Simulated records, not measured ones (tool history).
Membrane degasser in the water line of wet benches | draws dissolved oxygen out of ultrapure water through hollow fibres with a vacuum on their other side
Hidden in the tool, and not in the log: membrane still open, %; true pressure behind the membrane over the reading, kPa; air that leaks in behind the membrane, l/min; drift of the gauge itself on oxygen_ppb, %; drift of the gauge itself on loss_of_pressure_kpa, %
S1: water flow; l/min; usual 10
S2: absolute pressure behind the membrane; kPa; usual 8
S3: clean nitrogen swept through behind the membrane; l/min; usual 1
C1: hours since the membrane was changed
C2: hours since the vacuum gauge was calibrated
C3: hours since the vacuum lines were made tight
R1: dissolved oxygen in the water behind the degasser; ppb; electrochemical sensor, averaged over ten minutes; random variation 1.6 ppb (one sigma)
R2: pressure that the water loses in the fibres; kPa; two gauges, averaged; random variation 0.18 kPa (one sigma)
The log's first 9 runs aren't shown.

run 10 hour=1587.6 | S1=7 S2=8 S3=1 | C1=10533 C2=2674 C3=6560 | R1=104 R2=24.43
run 11 hour=1850 | S1=10 S2=8 S3=1.17 | C1=10795 C2=2936 C3=6823 | R1=142.7 R2=35.18
run 12 hour=2031.1 | S1=10 S2=5.06 S3=1 | C1=10976 C2=3117 C3=7004 | R1=92 R2=35.15
run 13 hour=2250.1 | S1=10 S2=8 S3=1 | C1=11195 C2=3337 C3=7223 | R1=156.9 R2=34.87
run 14 hour=2484.7 | S1=10 S2=12.17 S3=1 | C1=11430 C2=3571 C3=7457 | R1=253.6 R2=35.12
run 15 hour=2611.4 | S1=10 S2=8 S3=0.75 | C1=11557 C2=3698 C3=7584 | R1=191 R2=34.67
run 16 hour=2862.4 | S1=10 S2=8 S3=1 | C1=11808 C2=3949 C3=7835 | R1=159.1 R2=34.74
run 17 hour=3017.8 | S1=13 S2=8 S3=1 | C1=11963 C2=4104 C3=7990 | R1=220.8 R2=45.62
run 18 hour=3251.5 | S1=8 S2=8 S3=1 | C1=12197 C2=4338 C3=8224 | R1=121.5 R2=27.75
run 19 hour=3400 | S1=10 S2=8 S3=0.55 | C1=12345 C2=4486 C3=8373 | R1=238.7 R2=34.78
run 20 hour=3637.9 | S1=10 S2=17.11 S3=0.73 | C1=12583 C2=4724 C3=8611 | R1=469.6 R2=34.51
run 21 hour=3876.4 | S1=13 S2=17.48 S3=2.26 | C1=12822 C2=4963 C3=8849 | R1=272.2 R2=45.17
run 22 hour=4030.1 | S1=13 S2=17.48 S3=2.26 | C1=12975 C2=5116 C3=9003 | R1=266.3 R2=44.86
run 23 hour=4190.7 | S1=13 S2=17.48 S3=2.26 | C1=13136 C2=5277 C3=9163 | R1=267 R2=45.04
-- hour=4259.3 seals of the vacuum lines changed
run 24 hour=4409 | S1=13 S2=17.48 S3=2.26 | C1=13352 C2=5493 C3=150 | R1=270.9 R2=44.75
run 25 hour=4645.2 | S1=13 S2=17.48 S3=2.26 | C1=13588 C2=5730 C3=386 | R1=268.2 R2=45.06
run 26 hour=4861.9 | S1=8 S2=8 S3=1 | C1=13805 C2=5946 C3=603 | R1=119.8 R2=27.63
run 27 hour=5080.4 | S1=9 S2=5.11 S3=1 | C1=14024 C2=6165 C3=821 | R1=79 R2=31.26
run 28 hour=5272.8 | S1=9 S2=5.11 S3=1 | C1=14216 C2=6357 C3=1014 | R1=78.3 R2=30.97
run 29 hour=5387.2 | S1=8 S2=19.67 S3=1.95 | C1=14330 C2=6472 C3=1128 | R1=197.5 R2=27.36
run 30 hour=5497.7 | S1=13 S2=8.48 S3=2.6 | C1=14441 C2=6582 C3=1238 | R1=140.7 R2=45

The next listed run, before its measurement:
-- hour=5596.2 membrane cartridge changed
run 31 hour=5683.5 | S1=15 S2=10.2 S3=0.8 | C1=87 C2=6764 C3=1420 | R1=? R2=?

Run 31 gave R1 381.3 ppb, R2 51.48 kPa.
Without the tool's hidden state the same run would have given R1 381.2 ppb, R2 52.66 kPa.

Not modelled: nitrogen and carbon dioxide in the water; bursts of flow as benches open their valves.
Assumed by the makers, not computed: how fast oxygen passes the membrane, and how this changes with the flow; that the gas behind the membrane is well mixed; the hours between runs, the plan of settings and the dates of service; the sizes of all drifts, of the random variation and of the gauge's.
